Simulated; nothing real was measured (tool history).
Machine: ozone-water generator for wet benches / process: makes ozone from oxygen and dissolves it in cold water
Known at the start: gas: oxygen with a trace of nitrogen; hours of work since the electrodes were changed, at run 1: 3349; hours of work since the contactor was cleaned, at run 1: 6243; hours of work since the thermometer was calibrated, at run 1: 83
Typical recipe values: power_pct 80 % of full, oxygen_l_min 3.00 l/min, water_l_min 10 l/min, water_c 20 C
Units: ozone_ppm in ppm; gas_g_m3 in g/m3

run,hour,power_pct,oxygen_l_min,water_l_min,water_c,hours of work since the electrodes were changed,hours of work since the contactor was cleaned,hours of work since the thermometer was calibrated,ozone_ppm,gas_g_m3
1,0.0,80,3.00,10,20,3349,6243,83,13.8,174.0
2,182.4,80,3.00,10,20,3471,6365,205,13.6,169.7
3,306.6,80,3.00,10,20,3554,6448,289,13.7,171.7
4,426.8,80,3.00,10,20,3635,6529,369,13.5,169.4
5,626.5,80,3.00,10,20,3769,6663,503,13.4,168.7
6,792.3,80,3.00,10,20,3880,6774,614,13.3,168.4
7,988.6,80,3.00,10,20,4011,6905,746,13.3,168.5
# hour 1001.9: contactor cleaned
8,1155.1,80,3.00,10,20,4120,103,855,12.6,167.1
9,1270.7,80,3.00,10,20,4198,180,932,12.5,168.7
10,1353.1,80,3.00,10,20,4253,235,987,12.5,166.7
11,1442.9,80,3.00,10,20,4313,296,1048,12.7,168.4
12,1592.4,88,3.00,10,20,4414,396,1148,13.4,181.2
13,1713.2,88,3.00,10,20,4494,477,1229,13.6,180.1
# hour 1831.2: contactor cleaned, once more
14,1869.3,88,3.00,10,20,4596,26,1331,16.0,179.4
15,2010.5,88,3.00,10,20,4691,120,1425,15.5,179.5
16,2198.7,80,3.00,10,20,4817,246,1551,14.8,167.0
17,2287.7,52,4.96,9,25,4877,306,1611,9.4,89.8
18,2382.3,52,3.60,9,25,4940,369,1675,9.9,106.3
19,2521.7,52,3.60,16,25,5034,463,1768,6.7,105.4
20,2657.2,62,3.78,12,25,5125,554,1859,9.3,119.3
21,2751.1,48,3.78,12,25,5188,617,1922,7.7,95.9
22,2869.8,40,4.42,10,13,5267,696,2001,9.2,77.0

Consider 3 possible next runs. They are alternatives, not a sequence: every one starts from the tool as it was left by run 22. What does each give?
A,3025.6,76,4.42,8,13,5372,801,2106,?,?
B,3025.6,64,3.00,14,20,5372,801,2106,?,?
C,3025.6,84,4.89,10,19,5372,801,2106,?,?

run,ozone_ppm,gas_g_m3
A,17.4,128.6
B,9.3,135.9
C,14.4,131.3
Without the tool's hidden state the same runs would have given:
run,ozone_ppm,gas_g_m3
A,20.2,146.8
B,10.6,152.5
C,16.9,151.6

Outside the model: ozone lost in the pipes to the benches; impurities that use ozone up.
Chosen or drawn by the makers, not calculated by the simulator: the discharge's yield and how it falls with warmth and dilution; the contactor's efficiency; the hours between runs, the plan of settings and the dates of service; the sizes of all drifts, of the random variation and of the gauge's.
